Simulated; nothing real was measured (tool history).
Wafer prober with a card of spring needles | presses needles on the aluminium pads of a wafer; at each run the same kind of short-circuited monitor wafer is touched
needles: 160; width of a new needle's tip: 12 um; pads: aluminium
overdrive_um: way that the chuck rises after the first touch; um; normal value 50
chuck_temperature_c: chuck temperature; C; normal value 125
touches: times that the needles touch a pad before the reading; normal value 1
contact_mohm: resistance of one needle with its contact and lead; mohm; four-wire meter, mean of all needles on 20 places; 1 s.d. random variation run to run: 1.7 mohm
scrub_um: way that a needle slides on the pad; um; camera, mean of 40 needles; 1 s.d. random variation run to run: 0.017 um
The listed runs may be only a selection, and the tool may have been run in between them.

run   hour  overdrive_um  chuck_temperature_c  touches  contact_mohm  scrub_um
  1    0.0            50                  125        1           169      8.38
       7.9  -- tips cleaned on abrasive film
  2   17.1            55                  125        1           170      9.23
      27.0  -- tips cleaned on abrasive film
      47.2  -- tips cleaned on abrasive film
  3   55.5            55                  125        1           167      9.23
      64.6  -- tips cleaned on abrasive film
  4   81.0            70                  125        1           165     11.72
      84.1  -- tips cleaned on abrasive film
     101.8  -- tips cleaned on abrasive film
  5  113.6            70                  125        1           169     11.78
     120.0  -- tips cleaned on abrasive film
     139.2  -- tips cleaned on abrasive film
  6  142.8            70                  125        1           170     11.76
     158.3  -- tips cleaned on abrasive film
  7  172.0            70                  125        1           167     11.72
     176.3  -- tips cleaned on abrasive film
  8  188.0            70                  125        1           168     11.75
     195.3  -- tips cleaned on abrasive film
     213.7  -- tips cleaned on abrasive film
  9  227.0            50                  125        1           173      8.37
     232.8  -- tips cleaned on abrasive film
 10  244.6            50                   91        1           162      8.39
     250.1  -- tips cleaned on abrasive film
 11  261.2            50                  125        3           172      8.36
     268.0  -- tips cleaned on abrasive film
     274.1  -- height of the first contact set anew
     285.4  -- tips cleaned on abrasive film
 12  285.4            50                  125        3           174      8.34
 13  301.6            50                  125        3           173      8.38
     305.2  -- tips cleaned on abrasive film
     322.9  -- tips cleaned on abrasive film
     340.1  -- tips cleaned on abrasive film
 14  340.1            50                  125        3           171      8.38
     357.4  -- tips cleaned on abrasive film
 15  357.4            50                  125        3           167      8.40
     375.2  -- tips cleaned on abrasive film
     392.1  -- tips cleaned on abrasive film
 16  397.0            48                  125        1           172      8.04
     411.0  -- tips cleaned on abrasive film
 17  424.6            48                  125        1           169      8.05
     431.1  -- tips cleaned on abrasive film
     448.9  -- tips cleaned on abrasive film
 18  461.4            55                  125        2           171      9.21
     467.3  -- tips cleaned on abrasive film
     484.6  -- tips cleaned on abrasive film
 19  497.0            59                   99        1           165      9.92
     501.8  -- tips cleaned on abrasive film
     520.4  -- tips cleaned on abrasive film
 20  532.2            59                   99        1           165      9.89
     537.9  -- tips cleaned on abrasive film
 21  551.4            59                   99        1           163      9.91
     556.9  -- tips cleaned on abrasive film
     575.5  -- tips cleaned on abrasive film
 22  584.7            59                   99        3           163      9.89
     593.2  -- tips cleaned on abrasive film
     610.7  -- tips cleaned on abrasive film
 23  617.5            59                   99        2           164      9.93
     628.8  -- tips cleaned on abrasive film
     634.7  -- height of the first contact set anew
 24  643.5            59                   99        2           163      9.89
     646.9  -- tips cleaned on abrasive film
     665.7  -- tips cleaned on abrasive film
 25  675.2            68                   57        1           153     11.42
     682.9  -- tips cleaned on abrasive film
     701.1  -- tips cleaned on abrasive film
 26  706.3            62                   43        1           151     10.43
     718.7  -- tips cleaned on abrasive film
     738.1  -- tips cleaned on abrasive film
 27  742.4            62                   43        1           153     10.38
     756.0  -- tips cleaned on abrasive film
 28  762.1            62                   94        1           164     10.42
     774.4  -- tips cleaned on abrasive film
     791.4  -- tips cleaned on abrasive film
 29  796.1            68                  115        3           166     11.40

Predict each of these 3 candidate next runs independently; none follows another, all start after run 29:
     809.0  -- tips cleaned on abrasive film
  A  816.1            68                   42        3             ?         ?
     809.0  -- tips cleaned on abrasive film
  B  816.1            61                   29        3             ?         ?
     809.0  -- tips cleaned on abrasive film
  C  816.1            68                   73        1             ?         ?

run  contact_mohm  scrub_um
  A           152     11.38
  B           149     10.22
  C           162     11.42
Without the tool's hidden state the same runs would have given:
run  contact_mohm  scrub_um
  A           152     11.38
  B           149     10.22
  C           161     11.43

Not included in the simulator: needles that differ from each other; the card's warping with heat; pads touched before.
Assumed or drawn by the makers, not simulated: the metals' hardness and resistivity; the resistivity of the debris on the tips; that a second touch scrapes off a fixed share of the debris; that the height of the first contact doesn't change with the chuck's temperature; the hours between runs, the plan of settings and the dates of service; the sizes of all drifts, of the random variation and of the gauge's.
